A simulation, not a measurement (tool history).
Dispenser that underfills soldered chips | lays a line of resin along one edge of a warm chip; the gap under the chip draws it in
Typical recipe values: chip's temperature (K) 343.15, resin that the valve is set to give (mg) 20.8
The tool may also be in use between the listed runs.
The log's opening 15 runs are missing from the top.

run   hour  chip's temperature (K)  resin that the valve is set to give (mg)  hours of work since the syringe was changed  hours of work since the valve was cleaned  hours of work since the stage was calibrated  time until the resin shows at the far edge (s)  resin that the valve gave (mg)
 16   55.9                  343.15                                      20.8                                            3                                         33                                           100                                            44.7                           20.49
 17   59.4                  343.15                                      20.8                                            6                                         35                                           103                                            50.4                           20.26
      62.2  -- new syringe of resin
 18   64.8                  343.15                                      20.8                                            2                                         38                                           106                                            38.7                           20.27
 19   68.7                  352.15                                      18.3                                            4                                         41                                           108                                            31.9                           17.63
 20   73.0                  336.15                                      25.8                                            7                                         44                                           111                                            75.3                           25.08
      73.8  -- new syringe of resin
 21   75.8                  346.15                                      18.4                                            1                                         45                                           113                                            33.9                           17.79
 22   80.4                  346.15                                      26.2                                            4                                         48                                           116                                            37.1                           25.39
 23   82.7                  346.15                                      26.2                                            6                                         50                                           117                                            41.1                           25.28
      85.4  -- new syringe of resin
 24   87.8                  346.15                                      26.2                                            2                                         53                                           120                                            32.2                           25.28
 25   90.9                  346.15                                      26.2                                            4                                         55                                           122                                            36.1                           25.20
 26   94.5                  332.15                                      26.2                                            6                                         57                                           124                                            83.9                           25.10
      97.0  -- new syringe of resin
 27   98.9                  346.15                                      20.4                                            1                                         60                                           127                                            32.8                           19.63
 28  103.4                  343.15                                      17.9                                            4                                         62                                           130                                            48.2                           17.11
 29  106.8                  350.15                                      20.2                                            6                                         65                                           132                                            38.7                           19.47
     108.7  -- new syringe of resin
 30  112.0                  347.15                                      25.2                                            2                                         68                                           135                                            31.8                           23.99
 31  116.7                  347.15                                      25.2                                            5                                         71                                           138                                            37.9                           23.91
 32  119.2                  343.15                                      18.5                                            7                                         72                                           140                                            55.7                           17.67
     120.3  -- new syringe of resin
 33  122.9                  343.15                                      18.5                                            2                                         75                                           142                                            41.7                           17.52
 34  126.0                  337.15                                      19.8                                            4                                         77                                           144                                            61.1                           18.76
 35  129.1                  356.15                                      19.1                                            6                                         79                                           146                                            29.0                           18.06
     132.2  -- new syringe of resin
 36  134.7                  335.15                                      23.7                                            2                                         82                                           149                                            55.5                           22.47

Consider 3 possible next runs. They are alternatives, not a sequence: every one starts from the tool as it was left by run 36. What does each give?
  A  139.0                  335.15                                      21.0                                            4                                         85                                           152                                               ?                               ?
  B  139.0                  353.15                                      23.9                                            4                                         85                                           152                                               ?                               ?
  C  139.0                  334.15                                      21.2                                            4                                         85                                           152                                               ?                               ?

run  time until the resin shows at the far edge (s)  resin that the valve gave (mg)
  A                                            68.7                           19.84
  B                                            27.6                           22.48
  C                                            72.8                           19.99
Without the tool's unlogged condition, the same runs would have read:
run  time until the resin shows at the far edge (s)  resin that the valve gave (mg)
  A                                            49.6                           21.07
  B                                            20.1                           23.87
  C                                            52.9                           21.22

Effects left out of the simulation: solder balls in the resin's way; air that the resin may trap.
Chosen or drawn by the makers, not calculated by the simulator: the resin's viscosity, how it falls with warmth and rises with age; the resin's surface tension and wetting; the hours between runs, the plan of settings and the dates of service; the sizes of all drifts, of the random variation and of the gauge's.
